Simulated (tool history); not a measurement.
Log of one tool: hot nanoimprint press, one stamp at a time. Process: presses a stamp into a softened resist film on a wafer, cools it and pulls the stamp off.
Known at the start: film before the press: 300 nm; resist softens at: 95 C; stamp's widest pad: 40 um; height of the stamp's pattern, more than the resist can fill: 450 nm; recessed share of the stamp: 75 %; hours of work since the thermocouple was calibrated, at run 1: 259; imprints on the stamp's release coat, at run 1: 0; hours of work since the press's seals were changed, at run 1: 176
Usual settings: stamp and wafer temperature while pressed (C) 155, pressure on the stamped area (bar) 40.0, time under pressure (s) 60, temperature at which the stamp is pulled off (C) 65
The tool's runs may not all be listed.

| run | day | stamp and wafer temperature while pressed (C) | pressure on the stamped area (bar) | time under pressure (s) | temperature at which the stamp is pulled off (C) | hours of work since the thermocouple was calibrated | imprints on the stamp's release coat | hours of work since the press's seals were changed | resist left under the stamp's widest pad (Å) | greatest force while the stamp is pulled off (N) |
|---|---|---|---|---|---|---|---|---|---|---|
| 1 | 0.000 | 155 | 40.0 | 60 | 65 | 259 | 0 | 176 | 1017 | 152 |
| 2 | 0.662 | 155 | 26.5 | 60 | 65 | 270 | 38 | 187 | 1251 | 162 |
| 3 | 1.025 | 155 | 26.5 | 45 | 65 | 276 | 59 | 193 | 1380 | 157 |
| 4 | 1.558 | 155 | 26.5 | 45 | 65 | 285 | 89 | 202 | 1378 | 164 |
| 5 | 2.217 | 155 | 26.5 | 45 | 65 | 296 | 127 | 213 | 1362 | 165 |
| 6 | 2.800 | 155 | 26.5 | 45 | 65 | 306 | 160 | 223 | 1374 | 161 |
| 7 | 3.367 | 155 | 26.5 | 45 | 65 | 316 | 192 | 232 | 1371 | 166 |
| 8 | 3.979 | 155 | 61.3 | 60 | 65 | 326 | 227 | 243 | 815 | 165 |
| 9 | 4.575 | 155 | 61.3 | 60 | 65 | 336 | 261 | 253 | 822 | 168 |
| 10 | 5.246 | 149 | 40.0 | 40 | 65 | 347 | 299 | 264 | 1667 | 170 |
| 11 | 5.762 | 155 | 30.0 | 60 | 65 | 356 | 329 | 273 | 1142 | 171 |
| 12 | 6.054 | 155 | 30.0 | 60 | 65 | 361 | 345 | 278 | 1150 | 170 |
| 13 | 6.471 | 155 | 30.0 | 60 | 65 | 368 | 369 | 285 | 1145 | 173 |
| 14 | 7.012 | 146 | 30.0 | 45 | 65 | 377 | 400 | 294 | 2027 | 168 |

The next listed run, before its measurement:
| 15 | 7.292 | 159 | 40.0 | 60 | 53 | 382 | 416 | 299 | ? | ? |

{"run 15": {"resist left under the stamp's widest pad (Å)": 781, "greatest force while the stamp is pulled off (N)": 227}}
Without the tool's hidden state the same run would have given resist left under the stamp's widest pad (Å) 849, greatest force while the stamp is pulled off (N) 209.
